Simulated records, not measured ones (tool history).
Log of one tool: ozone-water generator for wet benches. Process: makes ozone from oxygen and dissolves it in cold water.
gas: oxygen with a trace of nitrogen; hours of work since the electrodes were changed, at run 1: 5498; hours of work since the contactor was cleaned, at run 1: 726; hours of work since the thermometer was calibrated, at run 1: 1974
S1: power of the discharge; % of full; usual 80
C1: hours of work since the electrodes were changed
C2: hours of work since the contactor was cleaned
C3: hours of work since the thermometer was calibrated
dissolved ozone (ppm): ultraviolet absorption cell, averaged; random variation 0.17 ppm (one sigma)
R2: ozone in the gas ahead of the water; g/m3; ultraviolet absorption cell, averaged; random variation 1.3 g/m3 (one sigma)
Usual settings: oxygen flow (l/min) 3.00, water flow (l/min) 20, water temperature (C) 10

run 1 day=0.000 | S1=80 oxygen_flow_(l/min)=3.00 water_flow_(l/min)=20 water_temperature_(C)=10 | C1=5498 C2=726 C3=1974 | dissolved_ozone_(ppm)=20.3 R2=217.7
run 2 day=7.104 | S1=80 oxygen_flow_(l/min)=3.00 water_flow_(l/min)=18 water_temperature_(C)=10 | C1=5601 C2=828 C3=2076 | dissolved_ozone_(ppm)=22.4 R2=216.3
run 3 day=13.446 | S1=80 oxygen_flow_(l/min)=3.00 water_flow_(l/min)=20 water_temperature_(C)=10 | C1=5692 C2=919 C3=2167 | dissolved_ozone_(ppm)=20.4 R2=217.4
run 4 day=22.288 | S1=80 oxygen_flow_(l/min)=3.00 water_flow_(l/min)=20 water_temperature_(C)=10 | C1=5819 C2=1047 C3=2295 | dissolved_ozone_(ppm)=20.5 R2=217.1
run 5 day=29.217 | S1=80 oxygen_flow_(l/min)=3.00 water_flow_(l/min)=20 water_temperature_(C)=10 | C1=5919 C2=1146 C3=2395 | dissolved_ozone_(ppm)=20.1 R2=216.1
run 6 day=35.233 | S1=80 oxygen_flow_(l/min)=3.00 water_flow_(l/min)=16 water_temperature_(C)=10 | C1=6006 C2=1233 C3=2481 | dissolved_ozone_(ppm)=24.7 R2=214.8
run 7 day=41.525 | S1=80 oxygen_flow_(l/min)=3.00 water_flow_(l/min)=16 water_temperature_(C)=10 | C1=6097 C2=1324 C3=2572 | dissolved_ozone_(ppm)=24.9 R2=212.7
run 8 day=48.233 | S1=80 oxygen_flow_(l/min)=3.00 water_flow_(l/min)=16 water_temperature_(C)=10 | C1=6193 C2=1420 C3=2668 | dissolved_ozone_(ppm)=24.6 R2=213.1
run 9 day=55.088 | S1=80 oxygen_flow_(l/min)=3.00 water_flow_(l/min)=27 water_temperature_(C)=10 | C1=6292 C2=1519 C3=2767 | dissolved_ozone_(ppm)=14.8 R2=213.7
run 10 day=61.283 | S1=80 oxygen_flow_(l/min)=3.00 water_flow_(l/min)=25 water_temperature_(C)=10 | C1=6381 C2=1608 C3=2856 | dissolved_ozone_(ppm)=15.9 R2=211.4
run 11 day=66.692 | S1=80 oxygen_flow_(l/min)=3.00 water_flow_(l/min)=25 water_temperature_(C)=10 | C1=6459 C2=1686 C3=2934 | dissolved_ozone_(ppm)=15.8 R2=213.9

Forecast run 12:
run 12 day=73.742 | S1=64 oxygen_flow_(l/min)=2.93 water_flow_(l/min)=25 water_temperature_(C)=10 | C1=6561 C2=1788 C3=3036 | dissolved_ozone_(ppm)=? R2=?

{"run 12": {"dissolved ozone (ppm)": 14.1, "R2": 191.5}}
Without the tool's hidden state the same run would have given dissolved ozone (ppm) 16.3, R2 218.1 g/m3.

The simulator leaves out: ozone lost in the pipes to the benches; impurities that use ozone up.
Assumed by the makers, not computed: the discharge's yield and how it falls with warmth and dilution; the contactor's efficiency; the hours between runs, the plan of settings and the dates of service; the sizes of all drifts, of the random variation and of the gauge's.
